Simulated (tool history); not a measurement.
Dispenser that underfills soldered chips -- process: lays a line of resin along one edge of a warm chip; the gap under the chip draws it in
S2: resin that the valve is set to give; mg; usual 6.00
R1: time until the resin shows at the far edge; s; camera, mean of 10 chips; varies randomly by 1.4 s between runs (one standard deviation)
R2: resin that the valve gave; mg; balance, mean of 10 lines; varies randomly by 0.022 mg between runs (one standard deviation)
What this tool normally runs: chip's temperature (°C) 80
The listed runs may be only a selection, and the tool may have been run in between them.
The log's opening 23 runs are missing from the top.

{"run": 24, "hour": 141.0, "chip's temperature (°C)": 80, "S2": 6.61, "R1": 212.9, "R2": 6.57}
{"hour": 147.3, "done": "new syringe of resin"}
{"run": 25, "hour": 148.4, "chip's temperature (°C)": 89, "S2": 7.02, "R1": 101.6, "R2": 6.95}
{"run": 26, "hour": 152.4, "chip's temperature (°C)": 84, "S2": 6.9, "R1": 146.7, "R2": 6.83}
{"run": 27, "hour": 156.1, "chip's temperature (°C)": 80, "S2": 6.71, "R1": 205.6, "R2": 6.63}
{"run": 28, "hour": 162.4, "chip's temperature (°C)": 80, "S2": 6.71, "R1": 292.9, "R2": 6.61}
{"hour": 163.4, "done": "new syringe of resin"}
{"run": 29, "hour": 167.4, "chip's temperature (°C)": 80, "S2": 6.71, "R1": 158.2, "R2": 6.6}
{"run": 30, "hour": 175.5, "chip's temperature (°C)": 78, "S2": 7.19, "R1": 255.0, "R2": 7.06}
{"hour": 179.1, "done": "new syringe of resin"}
{"run": 31, "hour": 179.3, "chip's temperature (°C)": 72, "S2": 6.55, "R1": 173.0, "R2": 6.44}
{"run": 32, "hour": 185.5, "chip's temperature (°C)": 72, "S2": 6.55, "R1": 248.0, "R2": 6.4}
{"run": 33, "hour": 190.2, "chip's temperature (°C)": 72, "S2": 6.55, "R1": 313.3, "R2": 6.42}
{"hour": 195.1, "done": "new syringe of resin"}
{"run": 34, "hour": 195.1, "chip's temperature (°C)": 72, "S2": 6.55, "R1": 168.6, "R2": 6.33}
{"run": 35, "hour": 200.1, "chip's temperature (°C)": 72, "S2": 5.34, "R1": 228.4, "R2": 5.21}
{"run": 36, "hour": 206.8, "chip's temperature (°C)": 72, "S2": 5.34, "R1": 327.0, "R2": 5.2}

Here are 3 independent what-if runs from the current tool condition. What would each one return?
{"hour": 211.0, "done": "new syringe of resin"}
{"run": "A", "hour": 211.4, "chip's temperature (°C)": 70, "S2": 5.76, "R1": "?", "R2": "?"}
{"hour": 211.0, "done": "new syringe of resin"}
{"run": "B", "hour": 211.4, "chip's temperature (°C)": 67, "S2": 6.79, "R1": "?", "R2": "?"}
{"hour": 211.0, "done": "new syringe of resin"}
{"run": "C", "hour": 211.4, "chip's temperature (°C)": 69, "S2": 7.76, "R1": "?", "R2": "?"}

run=A R1=191.8 R2=5.58
run=B R1=217.7 R2=6.56
run=C R1=193.1 R2=7.52
Take away the tool's hidden state, keep each run's random variation, and the runs would have read:
run=A R1=201.1 R2=5.77
run=B R1=229.4 R2=6.78
run=C R1=203.6 R2=7.77
